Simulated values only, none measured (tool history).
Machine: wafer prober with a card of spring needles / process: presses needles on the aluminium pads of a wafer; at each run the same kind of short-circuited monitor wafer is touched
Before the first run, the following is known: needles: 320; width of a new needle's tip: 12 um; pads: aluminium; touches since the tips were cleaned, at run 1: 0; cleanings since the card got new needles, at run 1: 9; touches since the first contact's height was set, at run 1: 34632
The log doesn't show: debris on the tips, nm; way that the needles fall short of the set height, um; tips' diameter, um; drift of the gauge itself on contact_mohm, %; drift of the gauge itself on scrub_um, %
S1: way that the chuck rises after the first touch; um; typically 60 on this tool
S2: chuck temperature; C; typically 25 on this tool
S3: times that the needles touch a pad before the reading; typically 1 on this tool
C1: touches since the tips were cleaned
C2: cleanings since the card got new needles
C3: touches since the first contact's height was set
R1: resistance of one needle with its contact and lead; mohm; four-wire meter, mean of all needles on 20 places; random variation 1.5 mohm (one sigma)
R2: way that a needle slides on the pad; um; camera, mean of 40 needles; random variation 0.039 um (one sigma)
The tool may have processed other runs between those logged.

| run | hour | S1 | S2 | S3 | C1 | C2 | C3 | R1 | R2 |
|---|---|---|---|---|---|---|---|---|---|
| 1 | 0.0 | 60 | 25 | 1 | 0 | 9 | 34632 | 145 | 7.23 |
|  | 6.2 | tips cleaned on abrasive film |
|  | 12.3 | tips cleaned on abrasive film |
|  | 17.8 | tips cleaned on abrasive film |
| 2 | 17.8 | 60 | 25 | 1 | 0 | 12 | 45294 | 146 | 7.22 |
|  | 23.5 | tips cleaned on abrasive film |
|  | 29.1 | tips cleaned on abrasive film |
|  | 35.3 | tips cleaned on abrasive film |
| 3 | 35.8 | 60 | 25 | 1 | 251 | 15 | 56106 | 144 | 7.19 |
|  | 41.8 | tips cleaned on abrasive film |
|  | 47.2 | tips cleaned on abrasive film |
| 4 | 47.9 | 60 | 25 | 1 | 412 | 17 | 63405 | 147 | 7.22 |
|  | 53.1 | tips cleaned on abrasive film |
|  | 58.5 | tips cleaned on abrasive film |
|  | 64.5 | tips cleaned on abrasive film |
| 5 | 64.5 | 60 | 52 | 1 | 0 | 20 | 73350 | 149 | 7.21 |
|  | 70.7 | tips cleaned on abrasive film |
| 6 | 74.5 | 60 | 25 | 1 | 2294 | 21 | 79391 | 145 | 7.24 |
|  | 77.2 | tips cleaned on abrasive film |
|  | 77.5 | height of the first contact set anew |
|  | 84.0 | tips cleaned on abrasive film |
| 7 | 88.9 | 58 | 25 | 1 | 2982 | 23 | 6912 | 146 | 7.01 |
|  | 90.3 | tips cleaned on abrasive film |
|  | 96.6 | tips cleaned on abrasive film |
| 8 | 100.2 | 58 | 25 | 1 | 2242 | 25 | 13715 | 148 | 7.01 |
|  | 102.9 | tips cleaned on abrasive film |
|  | 108.4 | tips cleaned on abrasive film |
|  | 114.9 | tips cleaned on abrasive film |
| 9 | 118.2 | 60 | 29 | 1 | 2030 | 28 | 24528 | 149 | 7.30 |
|  | 121.0 | tips cleaned on abrasive film |
|  | 126.6 | tips cleaned on abrasive film |
| 10 | 129.5 | 60 | 29 | 1 | 1752 | 30 | 31258 | 147 | 7.32 |
|  | 132.5 | tips cleaned on abrasive film |
| 11 | 137.6 | 60 | 29 | 1 | 3117 | 31 | 36155 | 150 | 7.29 |
|  | 138.7 | tips cleaned on abrasive film |
|  | 144.9 | tips cleaned on abrasive film |
| 12 | 149.4 | 60 | 29 | 1 | 2714 | 33 | 43234 | 149 | 7.25 |
|  | 150.8 | tips cleaned on abrasive film |
|  | 156.4 | tips cleaned on abrasive film |
| 13 | 159.2 | 60 | 29 | 3 | 1697 | 35 | 49129 | 143 | 7.29 |
|  | 162.3 | tips cleaned on abrasive film |
|  | 168.3 | tips cleaned on abrasive film |
| 14 | 168.3 | 60 | 29 | 3 | 0 | 37 | 54546 | 149 | 7.33 |
|  | 173.7 | tips cleaned on abrasive film |
|  | 179.6 | tips cleaned on abrasive film |
|  | 185.7 | tips cleaned on abrasive film |
| 15 | 186.0 | 60 | 29 | 3 | 185 | 40 | 65190 | 146 | 7.31 |
|  | 192.3 | tips cleaned on abrasive film |
|  | 198.6 | tips cleaned on abrasive film |
| 16 | 199.2 | 46 | 26 | 2 | 330 | 42 | 73115 | 145 | 5.54 |
|  | 205.0 | tips cleaned on abrasive film |
|  | 210.8 | tips cleaned on abrasive film |
| 17 | 211.5 | 58 | 69 | 1 | 422 | 44 | 80491 | 154 | 7.06 |
|  | 213.1 | height of the first contact set anew |
|  | 217.1 | tips cleaned on abrasive film |
|  | 222.8 | tips cleaned on abrasive film |
|  | 228.7 | tips cleaned on abrasive film |
| 18 | 228.7 | 58 | 69 | 1 | 0 | 47 | 9334 | 157 | 7.06 |
|  | 235.3 | tips cleaned on abrasive film |
| 19 | 238.9 | 58 | 69 | 1 | 2171 | 48 | 15526 | 152 | 7.08 |
|  | 241.3 | tips cleaned on abrasive film |
|  | 247.4 | tips cleaned on abrasive film |
| 20 | 249.9 | 58 | 69 | 1 | 1536 | 50 | 22136 | 152 | 7.11 |
|  | 253.3 | tips cleaned on abrasive film |
|  | 258.9 | tips cleaned on abrasive film |
| 21 | 261.9 | 48 | 34 | 3 | 1816 | 52 | 29317 | 152 | 5.86 |
|  | 265.5 | tips cleaned on abrasive film |
|  | 271.7 | tips cleaned on abrasive film |
| 22 | 275.5 | 48 | 34 | 2 | 2352 | 54 | 37528 | 150 | 5.89 |
|  | 277.9 | tips cleaned on abrasive film |
|  | 284.2 | tips cleaned on abrasive film |
|  | 289.9 | tips cleaned on abrasive film |
| 23 | 289.9 | 59 | 74 | 2 | 0 | 57 | 46142 | 154 | 7.24 |
|  | 296.5 | tips cleaned on abrasive film |
|  | 302.7 | tips cleaned on abrasive film |
| 24 | 306.8 | 57 | 54 | 3 | 2465 | 59 | 56308 | 152 | 7.05 |
|  | 309.1 | tips cleaned on abrasive film |
|  | 314.7 | tips cleaned on abrasive film |
| 25 | 316.1 | 46 | 105 | 1 | 894 | 61 | 61907 | 159 | 5.60 |
|  | 321.0 | tips cleaned on abrasive film |
|  | 326.7 | tips cleaned on abrasive film |
|  | 332.4 | tips cleaned on abrasive film |
| 26 | 332.4 | 45 | 124 | 2 | 0 | 64 | 71637 | 165 | 5.49 |
|  | 338.2 | tips cleaned on abrasive film |
|  | 344.9 | tips cleaned on abrasive film |
| 27 | 345.9 | 67 | 27 | 3 | 596 | 66 | 79760 | 146 | 8.24 |
|  | 348.7 | height of the first contact set anew |
|  | 351.5 | tips cleaned on abrasive film |
| 28 | 354.6 | 64 | 46 | 3 | 1891 | 67 | 3528 | 148 | 7.87 |
|  | 357.4 | tips cleaned on abrasive film |
|  | 363.2 | tips cleaned on abrasive film |
|  | 369.6 | tips cleaned on abrasive film |
| 29 | 370.2 | 61 | 31 | 3 | 351 | 70 | 12856 | 147 | 7.49 |

Here are 4 independent what-if runs from the current tool condition. What would each one return?
|  | 376.1 | tips cleaned on abrasive film |
|  | 382.2 | tips cleaned on abrasive film |
| A | 383.5 | 59 | 32 | 1 | 793 | 72 | 20855 | ? | ? |
|  | 376.1 | tips cleaned on abrasive film |
|  | 382.2 | tips cleaned on abrasive film |
| B | 383.5 | 67 | 103 | 2 | 793 | 72 | 20855 | ? | ? |
|  | 376.1 | tips cleaned on abrasive film |
|  | 382.2 | tips cleaned on abrasive film |
| C | 383.5 | 68 | 35 | 2 | 793 | 72 | 20855 | ? | ? |
|  | 376.1 | tips cleaned on abrasive film |
|  | 382.2 | tips cleaned on abrasive film |
| D | 383.5 | 60 | 60 | 1 | 793 | 72 | 20855 | ? | ? |

| run | R1 | R2 |
|---|---|---|
| A | 149 | 7.20 |
| B | 157 | 8.25 |
| C | 149 | 8.40 |
| D | 151 | 7.37 |
With no hidden state in the tool, these same runs would have given:
| run | R1 | R2 |
|---|---|---|
| A | 149 | 7.04 |
| B | 157 | 8.06 |
| C | 149 | 8.21 |
| D | 151 | 7.20 |
